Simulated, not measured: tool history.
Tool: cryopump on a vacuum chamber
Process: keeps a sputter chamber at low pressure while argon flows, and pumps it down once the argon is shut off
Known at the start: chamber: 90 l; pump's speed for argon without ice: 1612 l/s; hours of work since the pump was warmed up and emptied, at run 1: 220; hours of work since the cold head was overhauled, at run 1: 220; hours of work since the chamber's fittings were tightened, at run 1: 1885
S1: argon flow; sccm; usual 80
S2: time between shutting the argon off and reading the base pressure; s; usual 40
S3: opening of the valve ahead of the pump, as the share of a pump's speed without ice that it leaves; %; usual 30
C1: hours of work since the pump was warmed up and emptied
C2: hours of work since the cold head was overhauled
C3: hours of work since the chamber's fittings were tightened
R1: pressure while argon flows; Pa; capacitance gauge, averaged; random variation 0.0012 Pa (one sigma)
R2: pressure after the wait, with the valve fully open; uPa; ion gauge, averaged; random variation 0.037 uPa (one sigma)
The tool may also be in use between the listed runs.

run,hour,S1,S2,S3,C1,C2,C3,R1,R2
1,0,80,40,30,220,220,1885,0.2886,2.5
# hour 94: leaking fittings of the chamber tightened, without venting
2,110.3,80,40,54,278,278,9,0.1626,2.19
3,238.5,80,40,54,346,346,77,0.1653,2.26
4,335.5,114,40,30,398,398,129,0.415,2.26
5,447.9,114,40,30,458,458,189,0.4163,2.21
6,559.5,114,40,30,518,518,249,0.4217,2.29
7,660.7,114,40,30,572,572,303,0.4238,2.26
8,724.2,114,40,30,606,606,337,0.4259,2.18
9,834.6,114,40,30,665,665,396,0.4265,2.34
10,957.4,114,21,30,731,731,462,0.4364,4.02
11,1079.7,114,21,30,797,797,527,0.4391,4.13
12,1148.1,114,21,30,833,833,564,0.4406,4.16
13,1273.5,114,21,30,900,900,631,0.4417,4.22
14,1395.4,114,21,30,965,965,696,0.4492,4.25
15,1455.4,68,87,30,998,998,728,0.2683,1.49
# hour 1477.6: pump warmed up, emptied and cooled again
16,1552.5,68,87,30,40,1047,778,0.2415,1.28
17,1648.9,68,87,30,92,1098,829,0.243,1.32
18,1737.4,153,22,52,139,1146,877,0.3187,3.89
19,1854.3,80,40,34,202,1208,939,0.2536,2.3
20,1970.1,36,40,30,264,1270,1001,0.1305,2.44
21,2091.3,36,40,30,328,1335,1066,0.1319,2.39
22,2153.7,49,40,30,362,1369,1099,0.178,2.43
23,2214.1,34,294,30,394,1401,1132,0.1252,0.83
24,2338.1,34,217,21,460,1467,1198,0.1759,0.94
25,2418.5,34,217,21,503,1510,1241,0.1756,0.95

5 ways to go on from here, each from the tool as it stands after run 25. What would each give?
A,2473.6,44,40,36,533,1540,1271,?,?
B,2473.6,66,175,21,533,1540,1271,?,?
C,2473.6,80,40,44,533,1540,1271,?,?
D,2473.6,80,40,18,533,1540,1271,?,?
E,2473.6,120,217,21,533,1540,1271,?,?

run,R1,R2
A,0.1387,2.51
B,0.3455,1.03
C,0.2077,2.57
D,0.4835,2.55
E,0.6261,0.98
Without the tool's hidden state the same runs would have given:
run,R1,R2
A,0.1285,2.09
B,0.3302,0.61
C,0.1893,2.14
D,0.4651,2.12
E,0.5984,0.56
